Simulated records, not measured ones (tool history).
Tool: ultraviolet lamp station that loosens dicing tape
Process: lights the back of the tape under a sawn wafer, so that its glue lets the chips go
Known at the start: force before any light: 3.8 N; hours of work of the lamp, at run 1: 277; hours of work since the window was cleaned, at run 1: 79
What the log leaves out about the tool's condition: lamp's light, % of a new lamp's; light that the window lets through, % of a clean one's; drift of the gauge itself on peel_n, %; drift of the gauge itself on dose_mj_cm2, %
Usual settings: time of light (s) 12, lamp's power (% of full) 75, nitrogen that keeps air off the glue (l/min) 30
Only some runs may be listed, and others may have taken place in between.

run     day  time of light (s)  lamp's power (% of full)  nitrogen that keeps air off the glue (l/min)  hours of work of the lamp  hours of work since the window was cleaned  force that peels the tape off (N)  light that reached the tape (mJ/cm²)
  1       0                 12                        75                                            30                        277                                          79                               0.56                                   245
  2   0.846                 12                        75                                            30                        292                                          94                              0.576                                   245
  3   1.512                 12                        75                                            30                        303                                         106                              0.581                                   245
  4   2.329                 12                        75                                            30                        318                                         120                              0.612                                   243
  5   3.071                 12                        75                                            30                        331                                         133                              0.595                                   241
  6   3.496                 12                        75                                            30                        338                                         140                              0.586                                   235
  7   4.417                 12                        75                                            30                        354                                         156                              0.595                                   236
  8   4.854                 12                        75                                            30                        362                                         164                              0.613                                   239
  9    5.65                 12                        75                                            30                        376                                         178                              0.614                                   236
 10   6.408                 11                        75                                            30                        389                                         191                               0.72                                   215
 11   6.929                 11                        75                                            30                        398                                         200                              0.725                                   220
 12   7.354                 10                        75                                            30                        405                                         207                              0.833                                   196
 13       8                 12                        82                                            30                        417                                         219                              0.537                                   252
 14     8.4                 12                        82                                            30                        423                                         226                              0.556                                   253
 15   9.042                 12                        82                                            30                        435                                         237                              0.545                                   252
 16   9.933                 12                        82                                            30                        450                                         252                              0.533                                   247
 17  10.621                 12                        62                                            32                        462                                         264                              0.871                                   193
 18  11.508                 12                        62                                            32                        478                                         280                              0.858                                   184
 19  12.046                  7                        63                                            30                        487                                         289                              1.598                                   108
 20   12.55                  8                        86                                            15                        496                                         298                              1.377                                   173
 21  13.196                 12                        91                                            48                        507                                         309                              0.343                                   273
     13.279  -- window cleaned of glue's vapour
 22  14.067                 12                        91                                            48                        522                                          14                              0.359                                   261
 23  14.646                 17                        75                                            30                        532                                          24                              0.378                                   302
     15.196  -- window cleaned of glue's vapour, once more
 24  15.417                 10                        75                                            29                        545                                           4                              0.858                                   192
 25  16.179                 12                        76                                            31                        558                                          17                               0.62                                   237
 26  16.558                 12                        76                                            31                        565                                          24                              0.617                                   233
 27  17.354                 24                        86                                            15                        579                                          38                              0.212                                   520
 28  18.008                 24                        86                                            15                        590                                          49                              0.223                                   524

Run 29 is up next; what results do you expect?
 29  18.712                 12                        82                                            30                        603                                          61                                  ?                                     ?

Run 29 measured force that peels the tape off (N) 0.539, light that reached the tape (mJ/cm²) 243.
Minus the tool's unlogged condition, the same run would have read force that peels the tape off (N) 0.37, light that reached the tape (mJ/cm²) 295.

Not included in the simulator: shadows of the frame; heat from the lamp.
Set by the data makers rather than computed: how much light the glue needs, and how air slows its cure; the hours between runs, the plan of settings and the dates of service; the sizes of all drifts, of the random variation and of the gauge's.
